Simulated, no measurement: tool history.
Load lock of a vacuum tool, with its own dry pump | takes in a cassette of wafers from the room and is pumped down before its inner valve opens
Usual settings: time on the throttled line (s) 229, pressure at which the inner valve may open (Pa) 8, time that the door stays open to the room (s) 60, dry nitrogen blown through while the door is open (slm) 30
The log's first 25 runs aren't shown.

run,hour,time on the throttled line (s),pressure at which the inner valve may open (Pa),time that the door stays open to the room (s),dry nitrogen blown through while the door is open (slm),hours that the pump has run since its overhaul,times that the door has closed on its seal,"incoming humidity of the room's air, %",time from the closed door until the inner valve may open (s),rise of the pressure with all valves shut (Pa/min)
26,12260.1,423,8,54,30,7050,13639,43.5,561.8,0.097
27,12797.4,423,8,54,30,7588,16305,47.7,564.9,0.119
28,13166.9,401,8,54,30,7957,18137,45.2,542.7,0.139
29,13560.5,382,14,54,20,8351,20089,47.0,520.3,0.164
30,14113.7,170,15,60,6,8904,22834,44.9,342.9,0.203
# hour 14417.1: dry pump taken out, an overhauled one fitted
31,14758.9,170,8,48,15,342,26004,43.1,311.6,0.214
32,15087.6,323,9,233,45,671,27635,47.1,443.1,0.238
33,15642.6,323,9,233,45,1225,30387,46.8,446.0,0.281
34,15940.4,116,8,233,5,1523,31865,41.9,271.3,0.346
35,16539.6,227,14,60,30,2122,34837,43.6,353.5,0.317
36,16850.2,227,13,60,13,2433,36378,44.8,357.0,0.357
37,17366.0,194,11,175,6,2949,38936,47.5,341.1,0.435

Forecast each of these 3 alternatives for the next run:
A,17986.2,229,14,60,30,3569,42012,45.8,?,?
B,17986.2,194,16,175,6,3569,42012,46.2,?,?
C,17986.2,194,11,64,6,3569,42012,47.2,?,?

run,time from the closed door until the inner valve may open (s),rise of the pressure with all valves shut (Pa/min)
A,367.9,0.428
B,331.8,0.474
C,344.1,0.460
Without the tool's hidden state the same runs would have given:
run,time from the closed door until the inner valve may open (s),rise of the pressure with all valves shut (Pa/min)
A,351.9,0.022
B,315.3,0.073
C,326.5,0.051
